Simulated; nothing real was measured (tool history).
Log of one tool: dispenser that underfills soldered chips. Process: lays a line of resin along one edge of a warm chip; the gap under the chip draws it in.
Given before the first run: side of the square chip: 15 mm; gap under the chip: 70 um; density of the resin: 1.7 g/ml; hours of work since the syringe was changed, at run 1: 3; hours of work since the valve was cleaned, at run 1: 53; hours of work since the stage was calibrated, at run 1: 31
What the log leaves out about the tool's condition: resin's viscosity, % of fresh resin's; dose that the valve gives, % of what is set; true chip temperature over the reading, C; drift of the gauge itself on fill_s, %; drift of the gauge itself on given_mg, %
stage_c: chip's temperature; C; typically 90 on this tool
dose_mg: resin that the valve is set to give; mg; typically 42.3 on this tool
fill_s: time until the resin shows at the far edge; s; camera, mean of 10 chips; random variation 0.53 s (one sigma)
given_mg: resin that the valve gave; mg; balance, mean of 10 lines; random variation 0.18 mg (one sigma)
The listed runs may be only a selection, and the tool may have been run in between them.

run,hour,stage_c,dose_mg,hours of work since the syringe was changed,hours of work since the valve was cleaned,hours of work since the stage was calibrated,fill_s,given_mg
1,0.0,90,42.3,3,53,31,59.8,40.93
2,3.9,90,42.3,6,56,33,72.3,40.69
3,9.2,90,49.7,10,60,37,93.1,47.65
# hour 10.2: new syringe of resin
4,12.7,90,42.3,2,62,39,52.1,40.30
5,17.5,90,42.3,5,65,42,65.7,40.55
6,20.5,90,51.2,7,67,44,75.2,48.81
7,23.6,90,51.2,9,69,46,89.1,48.70
# hour 25.4: new syringe of resin
8,26.2,105,42.3,1,71,48,26.9,40.16
9,29.5,102,53.4,3,73,50,35.6,50.87
10,32.5,101,36.3,5,75,52,45.9,34.37
11,35.5,97,50.1,7,77,54,57.8,47.35
# hour 38.4: dispensing valve cleaned and set on the balance
# hour 41.6: new syringe of resin
12,42.3,87,45.4,0,2,58,52.5,45.09
13,47.0,104,45.9,4,6,61,36.0,45.81
14,50.3,104,45.9,6,8,63,42.3,45.59
15,54.2,104,45.9,9,10,66,52.7,45.74
# hour 56.6: new syringe of resin
16,57.0,82,44.3,0,12,68,63.2,43.76

Branching from run 16: 3 alternative next runs. What would each branch give?
A,59.3,87,45.1,2,14,69,?,?
B,59.3,90,52.9,2,14,69,?,?
C,59.3,81,50.8,2,14,69,?,?

run,fill_s,given_mg
A,58.1,44.55
B,51.4,52.58
C,73.2,50.36
Had the tool no hidden state, the same runs would have come out as:
run,fill_s,given_mg
A,49.0,44.99
B,43.4,53.10
C,61.7,50.86

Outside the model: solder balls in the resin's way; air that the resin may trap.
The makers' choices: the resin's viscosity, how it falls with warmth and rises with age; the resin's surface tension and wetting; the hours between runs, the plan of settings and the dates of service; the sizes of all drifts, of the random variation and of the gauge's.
